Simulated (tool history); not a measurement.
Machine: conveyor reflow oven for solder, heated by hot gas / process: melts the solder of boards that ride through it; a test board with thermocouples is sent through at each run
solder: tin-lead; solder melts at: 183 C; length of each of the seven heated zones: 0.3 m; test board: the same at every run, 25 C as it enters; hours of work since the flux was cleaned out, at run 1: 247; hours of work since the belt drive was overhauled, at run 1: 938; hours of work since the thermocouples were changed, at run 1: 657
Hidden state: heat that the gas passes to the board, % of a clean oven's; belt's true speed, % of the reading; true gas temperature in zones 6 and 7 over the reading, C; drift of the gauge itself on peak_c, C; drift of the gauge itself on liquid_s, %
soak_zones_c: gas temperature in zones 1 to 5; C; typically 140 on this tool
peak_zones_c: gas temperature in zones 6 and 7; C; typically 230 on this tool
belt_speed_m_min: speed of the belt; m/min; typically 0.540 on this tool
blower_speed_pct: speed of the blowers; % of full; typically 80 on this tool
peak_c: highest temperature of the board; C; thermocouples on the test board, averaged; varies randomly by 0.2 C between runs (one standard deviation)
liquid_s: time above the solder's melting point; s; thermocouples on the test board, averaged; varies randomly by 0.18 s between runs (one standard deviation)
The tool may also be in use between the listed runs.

run	day	soak_zones_c	peak_zones_c	belt_speed_m_min	blower_speed_pct	hours of work since the flux was cleaned out	hours of work since the belt drive was overhauled	hours of work since the thermocouples were changed	peak_c	liquid_s
1	0.000	140	230	0.540	80	247	938	657	214.4	49.2
2	2.004	140	230	0.540	80	278	969	689	213.8	49.1
3	4.521	140	230	0.540	80	318	1009	728	214.0	48.8
4	7.000	140	230	0.540	80	357	1048	767	213.3	48.7
# day 8.671: thermocouples of zones 6 and 7 changed
5	10.308	140	230	0.540	80	408	1099	26	211.7	46.9
6	13.642	140	230	0.540	80	460	1151	78	211.3	47.0
# day 14.096: flux residue cleaned out of gas plates and filters
7	16.125	140	230	0.540	80	32	1187	114	213.9	49.7
8	17.667	140	230	0.540	74	56	1212	138	213.1	48.6
9	21.033	140	230	0.540	71	109	1265	191	212.4	47.7
# day 24.562: belt drive overhauled, speed set with a stopwatch
10	24.821	134	230	0.540	71	166	4	249	209.3	42.1
11	27.925	134	230	0.540	71	215	53	297	209.3	41.6
12	30.767	134	230	0.540	71	260	98	342	209.3	41.4
13	32.458	134	230	0.540	71	287	124	369	208.9	41.1
14	34.008	134	230	0.540	71	311	149	393	209.0	41.3
15	37.071	134	230	0.540	71	359	197	442	208.8	40.9
16	40.154	134	230	0.540	71	408	246	490	208.5	40.8
17	42.108	131	242	0.540	71	439	276	521	217.8	47.4
# day 43.967: flux residue cleaned out of gas plates and filters
18	45.471	131	242	0.540	71	24	326	571	221.5	50.3
19	47.375	131	242	0.540	71	54	356	601	221.5	50.1
20	49.133	131	242	0.540	71	81	384	628	221.1	50.1
21	51.796	131	242	0.540	71	123	426	670	220.8	50.0
22	55.171	131	219	0.562	71	177	479	724	200.1	30.2
23	58.171	140	219	0.631	67	224	526	771	197.1	24.4
# day 59.496: thermocouples of zones 6 and 7 changed
24	61.050	140	219	0.631	67	268	570	24	195.7	22.5
25	63.621	140	219	0.631	67	308	611	65	194.9	22.3
26	66.396	142	226	0.540	80	352	655	109	209.0	44.9
27	68.838	142	226	0.540	80	391	693	147	208.4	44.8
28	71.808	138	226	0.540	80	437	740	194	207.5	42.6
# day 73.704: flux residue cleaned out of gas plates and filters
29	75.483	140	225	0.521	80	28	794	249	211.7	48.9
30	77.112	140	230	0.558	80	54	820	274	213.5	47.0
31	80.100	140	230	0.558	82	101	867	321	213.4	47.2

The same runs without the tool's hidden state, with the same run-to-run variation:
run	peak_c	liquid_s
1	213.8	47.8
2	213.3	47.8
3	213.6	47.6
4	213.1	47.7
5	213.4	47.4
6	213.3	47.7
7	213.2	47.7
8	212.5	46.6
9	211.9	45.8
10	210.3	43.3
11	210.5	43.0
12	210.7	43.0
13	210.4	42.8
14	210.6	43.1
15	210.7	42.9
16	210.5	43.0
17	220.3	49.3
18	220.2	49.1
19	220.4	49.0
20	220.1	49.1
21	220.0	49.1
22	199.5	29.5
23	196.8	24.1
24	197.0	24.4
25	196.4	24.3
26	210.6	46.0
27	210.1	46.1
28	209.5	44.2
29	210.6	47.0
30	212.4	45.3
31	212.6	45.7
